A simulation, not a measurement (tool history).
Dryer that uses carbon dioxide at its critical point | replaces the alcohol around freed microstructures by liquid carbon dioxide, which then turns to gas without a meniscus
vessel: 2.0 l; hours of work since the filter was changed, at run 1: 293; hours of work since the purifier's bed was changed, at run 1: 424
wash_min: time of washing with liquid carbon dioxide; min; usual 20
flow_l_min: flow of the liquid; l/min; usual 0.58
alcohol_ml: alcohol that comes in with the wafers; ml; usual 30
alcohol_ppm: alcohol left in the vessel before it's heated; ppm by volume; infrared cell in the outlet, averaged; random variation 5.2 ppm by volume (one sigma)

run	hour	wash_min	flow_l_min	alcohol_ml	hours of work since the filter was changed	hours of work since the purifier's bed was changed	alcohol_ppm
1	0	20	0.58	30	293	424	204
2	14.6	20	0.58	30	302	433	200
3	33.3	20	0.98	30	313	444	53
4	48.8	12	0.58	30	323	454	1030
5	70.4	20	0.58	30	336	466	217
6	98.3	20	0.58	30	352	483	209
7	122	20	0.58	30	366	497	228
# hour 146.4: inlet filter changed
8	150.6	20	0.58	30	3	514	140
9	167.4	20	0.58	30	13	524	149
10	186.2	20	0.58	30	24	535	151
11	202.2	20	0.58	30	33	545	146
12	214.2	20	0.973	30	41	552	57
13	234.2	20	0.973	72	52	564	61
14	253	20	0.973	72	64	575	62
15	281.2	27	0.58	30	81	592	84
16	304.4	27	0.58	74	94	606	116
17	331.6	20	0.58	22	111	622	141
18	359.5	20	0.58	22	127	639	132
# hour 368.3: purifier's bed changed
19	380	20	0.388	30	138	7	629
20	399.4	20	0.58	32	150	19	137
21	413.8	20	0.58	32	158	27	135
22	440.8	18	0.58	30	174	43	203
23	457.3	18	0.58	30	184	53	215
24	473.5	18	0.58	30	194	63	209
25	498.5	20	0.886	51	209	78	29
26	519.3	13	0.58	44	221	90	1014
27	533.1	13	0.58	44	230	99	1049
28	554.5	28	0.424	30	242	111	147
29	576.1	27	0.424	51	255	124	296
30	589.2	13	0.471	50	263	132	2189
31	617.2	29	0.557	30	280	149	36
32	630.2	16	0.58	115	288	157	1510
33	651.7	29	0.968	99	300	170	19
34	667.4	17	0.968	83	310	179	76
35	696.2	27	0.505	39	327	196	114
36	710.1	20	0.783	30	335	204	68
37	727	18	0.658	30	345	215	169
38	745.1	16	0.848	30	356	225	102
39	768.4	16	0.848	30	370	239	96
# hour 785.5: inlet filter changed
40	788.5	30	0.635	48	2	251	40
41	812.9	31	0.635	78	16	265	41
42	831.1	23	0.632	28	27	276	54
43	849	20	0.892	70	38	287	41
44	875.9	20	0.957	38	54	303	46
45	890.4	23	0.957	38	63	312	33
46	904.2	21	0.58	23	71	320	102

Forecast each of these 3 alternatives for the next run:
A	927.3	13	0.403	30	85	334	?
B	927.3	21	0.385	47	85	334	?
C	927.3	20	0.358	96	85	334	?

run	alcohol_ppm
A	1729
B	856
C	2454
Without the tool's hidden state the same runs would have given:
run	alcohol_ppm
A	1569
B	731
C	2176
